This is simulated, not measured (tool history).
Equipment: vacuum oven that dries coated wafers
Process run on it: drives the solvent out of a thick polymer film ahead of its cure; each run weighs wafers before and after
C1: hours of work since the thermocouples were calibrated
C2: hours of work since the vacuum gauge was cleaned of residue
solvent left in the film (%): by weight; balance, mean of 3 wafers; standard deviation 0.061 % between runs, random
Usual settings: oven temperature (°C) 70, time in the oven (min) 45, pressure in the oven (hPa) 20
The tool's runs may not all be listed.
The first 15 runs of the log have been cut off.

Run 16, day 11.346: usual settings but time in the oven (min) 25; C1 728; C2 203. Result: solvent left in the film (%) 6.2.
Run 17, day 11.942: usual settings but time in the oven (min) 44; C1 734; C2 209. Result: solvent left in the film (%) 3.81.
Run 18, day 12.596: usual settings but oven temperature (°C) 77; C1 740; C2 215. Result: solvent left in the film (%) 2.09.
Run 19, day 13.038: usual settings but oven temperature (°C) 82; C1 744; C2 219. Result: solvent left in the film (%) 1.54.
Run 20, day 13.95: usual settings but oven temperature (°C) 77, pressure in the oven (hPa) 25.4; C1 753; C2 228. Result: solvent left in the film (%) 2.59.
Run 21, day 14.988: usual settings but oven temperature (°C) 76, time in the oven (min) 58, pressure in the oven (hPa) 25.4; C1 763; C2 238. Result: solvent left in the film (%) 2.65.
Run 22, day 15.825: usual settings but oven temperature (°C) 76, time in the oven (min) 58, pressure in the oven (hPa) 25.4; C1 771; C2 246. Result: solvent left in the film (%) 2.53.
Run 23, day 16.646: usual settings but oven temperature (°C) 62, time in the oven (min) 26; C1 779; C2 254. Result: solvent left in the film (%) 10.17.
Run 24, day 17.208: usual settings but oven temperature (°C) 62, time in the oven (min) 26; C1 785; C2 260. Result: solvent left in the film (%) 10.07.
Run 25, day 17.908: usual settings but oven temperature (°C) 60, pressure in the oven (hPa) 68.6; C1 791; C2 266. Result: solvent left in the film (%) 15.34.
Run 26, day 18.342: usual settings but oven temperature (°C) 73, time in the oven (min) 59, pressure in the oven (hPa) 55.7; C1 795; C2 270. Result: solvent left in the film (%) 6.03.
Run 27, day 19.183: usual settings but oven temperature (°C) 73, time in the oven (min) 59, pressure in the oven (hPa) 55.7; C1 804; C2 279. Result: solvent left in the film (%) 6.25.
Run 28, day 19.762: usual settings but oven temperature (°C) 73, pressure in the oven (hPa) 23.3; C1 809; C2 284. Result: solvent left in the film (%) 3.28.
Run 29, day 20.262: usual settings but oven temperature (°C) 78, pressure in the oven (hPa) 13; C1 814; C2 289. Result: solvent left in the film (%) 1.24.
Run 30, day 21.254: usual settings but oven temperature (°C) 80, pressure in the oven (hPa) 13; C1 824; C2 299. Result: solvent left in the film (%) 1.22.
Run 31, day 22.2: usual settings but oven temperature (°C) 74, time in the oven (min) 80, pressure in the oven (hPa) 13; C1 833; C2 308. Result: solvent left in the film (%) 1.47.
Run 32, day 22.762: usual settings but oven temperature (°C) 57, time in the oven (min) 47, pressure in the oven (hPa) 19.4; C1 838; C2 313. Result: solvent left in the film (%) 9.72.
Run 33, day 23.583: usual settings but oven temperature (°C) 85, time in the oven (min) 42, pressure in the oven (hPa) 18.3; C1 846; C2 321. Result: solvent left in the film (%) 1.31.
Run 34, day 24.408: usual settings but oven temperature (°C) 58, time in the oven (min) 72, pressure in the oven (hPa) 18.7; C1 854; C2 329. Result: solvent left in the film (%) 7.03.

Alternative continuations, all from the tool just after run 34; predict every row:
Run A, day 25.117: usual settings but oven temperature (°C) 57, time in the oven (min) 50, pressure in the oven (hPa) 55.6; C1 861; C2 336. Result: solvent left in the film (%) ?.
Run B, day 25.117: usual settings but oven temperature (°C) 77, time in the oven (min) 72, pressure in the oven (hPa) 18.7; C1 861; C2 336. Result: solvent left in the film (%) ?.
Run C, day 25.117: usual settings but pressure in the oven (hPa) 33.7; C1 861; C2 336. Result: solvent left in the film (%) ?.
Run D, day 25.117: usual settings but oven temperature (°C) 74; C1 861; C2 336. Result: solvent left in the film (%) ?.
Run E, day 25.117: usual settings but oven temperature (°C) 61, time in the oven (min) 72, pressure in the oven (hPa) 20.4; C1 861; C2 336. Result: solvent left in the film (%) ?.

run  solvent left in the film (%)
  A                         15.05
  B                          1.78
  C                          5.34
  D                          2.75
  E                          5.95
The same runs, with their run-to-run variation unchanged, on a tool lacking any hidden condition would have given:
run  solvent left in the film (%)
  A                          14.5
  B                          1.65
  C                          4.99
  D                          2.53
  E                           5.5
